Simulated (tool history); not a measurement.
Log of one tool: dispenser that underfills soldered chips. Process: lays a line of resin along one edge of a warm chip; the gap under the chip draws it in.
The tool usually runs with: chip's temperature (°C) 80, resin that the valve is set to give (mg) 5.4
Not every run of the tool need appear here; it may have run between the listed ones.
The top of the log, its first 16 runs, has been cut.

run   hour  chip's temperature (°C)  resin that the valve is set to give (mg)  time until the resin shows at the far edge (s)  resin that the valve gave (mg)
      87.1  -- new syringe of resin
 17   90.8                       80                                      4.81                                            11.3                            4.52
 18   95.4                       80                                      4.81                                            13.5                            4.51
      97.5  -- new syringe of resin
 19  101.1                       90                                      5.93                                             7.3                            5.47
     107.8  -- new syringe of resin
 20  108.6                       73                                       5.4                                            12.7                            4.98
 21  112.4                       69                                       5.4                                            17.8                            4.98
     118.8  -- new syringe of resin
 22    120                       69                                       5.4                                            14.9                            4.93
 23  123.6                       83                                      6.88                                             9.5                            6.31
     129.3  -- new syringe of resin
 24  129.3                       70                                       5.4                                            13.2                            4.98
 25  136.7                       73                                      6.26                                            15.7                            5.63
       140  -- new syringe of resin
 26  144.2                       81                                      5.04                                            11.2                             4.5
 27  149.8                       92                                      6.12                                             8.8                            5.49

What will run 28 give?
     150.5  -- new syringe of resin
 28   155                       67                                      4.87                                               ?                               ?

{"run 28": {"time until the resin shows at the far edge (s)": 19.1, "resin that the valve gave (mg)": 4.3}}
On a tool with no hidden condition, and with the same random variation, this run would have come out at time until the resin shows at the far edge (s) 16, resin that the valve gave (mg) 4.82.

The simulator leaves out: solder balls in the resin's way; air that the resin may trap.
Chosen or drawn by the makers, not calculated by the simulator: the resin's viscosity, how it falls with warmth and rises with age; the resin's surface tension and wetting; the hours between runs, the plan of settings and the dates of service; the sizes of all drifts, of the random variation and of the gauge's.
